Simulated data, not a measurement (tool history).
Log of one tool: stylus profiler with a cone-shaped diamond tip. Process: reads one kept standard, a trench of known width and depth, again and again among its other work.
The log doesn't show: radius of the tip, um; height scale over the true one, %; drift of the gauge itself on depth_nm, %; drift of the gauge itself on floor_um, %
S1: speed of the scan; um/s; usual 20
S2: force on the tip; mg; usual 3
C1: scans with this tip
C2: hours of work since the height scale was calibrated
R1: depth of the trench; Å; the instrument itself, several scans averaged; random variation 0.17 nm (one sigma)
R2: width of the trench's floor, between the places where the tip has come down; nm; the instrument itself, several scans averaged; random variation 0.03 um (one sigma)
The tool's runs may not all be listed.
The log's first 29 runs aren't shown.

run     day  S1    S2    C1   C2       R1     R2
 30  13.708  28   1.6  5997  643  10150.6  45680
 31   14.05  27  6.45  6050  649  10352.6  45860
 32  14.654  27  6.45  6144  659  10355.1  45740
 33  15.275  27  6.45  6241  669  10351.5  45720
 34  15.588  76  3.51  6289  674  10244.5  45510
 35  16.092  76  3.51  6368  683  10240.8  45480
 36  16.617  17  2.37  6450  691  10192.5  45750
 37  17.021  17  2.37  6513  698    10192  45770
 38  17.646  17  2.37  6610  709  10190.4  45700
 39  18.258  17  2.37  6706  719  10192.7  45670
 40  18.712  20  5.16  6776  726  10308.9  45690
 41  19.129  18  3.21  6842  733  10230.2  45670
 42  19.429  20  1.95  6888  738  10169.2  45670
 43   19.95  17  8.38  6969  747  10422.1  45670
 44  20.258  17  8.38  7018  752  10420.6  45650
 45  20.788  28  1.75  7100  761  10161.2  45520
 46  21.108  28  1.75  7150  767  10161.6  45560
 47  21.629  17  2.76  7232  775  10213.1  45670

4 ways to go on from here, each from the tool as it stands after run 47. What would each give?
  A  22.012  14  1.01  7291  782   ?   ?
  B  22.012  74  3.04  7291  782   ?   ?
  C  22.012   6  1.08  7291  782   ?   ?
  D  22.012  79  2.76  7291  782   ?   ?

run       R1     R2
  A  10118.4  45650
  B  10223.4  45360
  C    10122  45720
  D    10213  45320
Without the tool's hidden state the same runs would have given:
run       R1     R2
  A  10095.6  46460
  B  10200.3  46170
  C  10099.1  46530
  D  10189.9  46130
